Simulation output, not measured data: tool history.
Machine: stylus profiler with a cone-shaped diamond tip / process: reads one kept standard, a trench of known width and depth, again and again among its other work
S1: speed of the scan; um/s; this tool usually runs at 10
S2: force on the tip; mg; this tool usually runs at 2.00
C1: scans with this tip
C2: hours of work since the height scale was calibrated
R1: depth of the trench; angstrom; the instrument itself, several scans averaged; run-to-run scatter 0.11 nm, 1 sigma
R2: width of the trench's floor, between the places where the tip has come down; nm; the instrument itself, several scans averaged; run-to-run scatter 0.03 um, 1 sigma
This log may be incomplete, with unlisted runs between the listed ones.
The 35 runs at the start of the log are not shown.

run,hour,S1,S2,C1,C2,R1,R2
36,2641.2,21,1.85,2064,169,2007.9,97040
37,2706.3,40,4.63,2403,197,2017.8,96980
38,2774.4,15,5.73,2757,226,2019.2,97030
39,2865.1,25,1.53,3228,265,2006.0,96950
40,2949.3,25,1.53,3666,301,2006.2,96890
41,3006.4,8,0.99,3963,325,2002.3,97020
42,3083.4,4,1.32,4364,358,2005.3,96990
43,3150.4,4,1.32,4712,387,2004.5,96960
44,3250.6,10,1.11,5234,429,2002.8,97000
45,3345.2,32,1.97,5726,470,2007.1,96850
46,3402.8,8,1.76,6025,494,2007.5,97020

Branching from run 46: 3 alternative next runs. What would each branch give?
A,3486.3,17,1.76,6460,530,?,?
B,3486.3,5,0.97,6460,530,?,?
C,3486.3,7,2.91,6460,530,?,?

run,R1,R2
A,2004.3,96870
B,2003.2,96900
C,2010.5,96920
The same runs, with their run-to-run variation unchanged, on a tool lacking any hidden condition would have given:
run,R1,R2
A,2008.5,97100
B,2007.4,97140
C,2014.7,97160
